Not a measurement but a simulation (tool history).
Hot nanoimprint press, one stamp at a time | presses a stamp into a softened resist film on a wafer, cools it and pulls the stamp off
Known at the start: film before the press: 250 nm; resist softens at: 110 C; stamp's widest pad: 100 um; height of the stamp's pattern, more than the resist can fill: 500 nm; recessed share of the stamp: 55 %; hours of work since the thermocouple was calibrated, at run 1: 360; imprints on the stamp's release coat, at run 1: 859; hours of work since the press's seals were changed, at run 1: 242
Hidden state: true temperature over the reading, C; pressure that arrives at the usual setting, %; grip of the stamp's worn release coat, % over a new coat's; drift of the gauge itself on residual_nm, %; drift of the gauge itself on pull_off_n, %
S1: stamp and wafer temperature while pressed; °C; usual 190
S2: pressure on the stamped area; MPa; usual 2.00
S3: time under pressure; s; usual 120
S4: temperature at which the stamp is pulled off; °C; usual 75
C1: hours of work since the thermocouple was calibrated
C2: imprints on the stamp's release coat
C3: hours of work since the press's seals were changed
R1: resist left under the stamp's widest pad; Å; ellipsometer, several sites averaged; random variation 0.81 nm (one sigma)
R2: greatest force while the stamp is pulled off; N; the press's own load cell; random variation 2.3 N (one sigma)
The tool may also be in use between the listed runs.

run	hour	S1	S2	S3	S4	C1	C2	C3	R1	R2
1	0.0	190	2.00	120	75	360	859	242	986	131
2	10.9	190	2.00	120	78	364	883	247	996	127
3	17.5	190	2.00	120	75	367	898	250	992	132
4	25.8	199	2.00	120	75	371	916	254	639	132
5	36.0	199	2.00	120	76	376	939	259	637	135
6	42.9	199	2.00	120	76	379	955	262	640	132
7	55.9	199	2.00	120	76	385	984	267	637	129
8	65.5	199	2.00	120	76	389	1005	272	641	133
9	79.6	190	2.00	120	75	395	1037	278	983	136
10	91.8	190	2.00	120	79	401	1064	283	979	130
11	105.5	190	2.00	120	75	407	1095	290	987	133
12	120.5	202	2.00	120	75	414	1128	296	549	140
13	130.6	202	2.00	120	75	418	1151	301	547	134
14	144.4	190	2.00	120	60	424	1182	307	985	157
15	153.9	184	1.78	226	83	428	1203	311	1057	131
16	163.8	190	2.00	120	74	433	1225	316	971	142
17	178.6	190	2.00	120	74	440	1258	322	972	143
18	191.3	184	1.96	120	75	445	1287	328	1291	142
19	201.2	184	1.96	120	75	450	1309	333	1309	139
20	215.3	184	1.96	120	75	456	1341	339	1298	146
21	229.4	196	1.60	62	60	462	1372	345	1046	161
22	238.0	196	1.60	62	60	466	1392	349	1056	162
23	247.3	199	1.29	120	79	470	1412	353	778	135
24	253.7	195	1.34	76	77	473	1427	356	1098	143
25	261.5	195	1.34	76	77	477	1444	359	1104	146
26	272.7	195	1.50	78	74	482	1469	365	1033	151
27	280.4	179	1.56	160	69	485	1487	368	1564	151
28	287.9	185	1.56	120	75	488	1503	371	1332	147

Forecast each of these 4 alternatives for the next run:
A	301.2	190	2.00	120	72	494	1533	377	?	?
B	301.2	181	2.00	120	69	494	1533	377	?	?
C	301.2	185	1.56	120	79	494	1533	377	?	?
D	301.2	181	2.02	120	75	494	1533	377	?	?

run	R1	R2
A	960	156
B	1455	153
C	1353	137
D	1458	145
Without the tool's hidden state the same runs would have given:
run	R1	R2
A	1054	110
B	1577	107
C	1473	96
D	1580	102
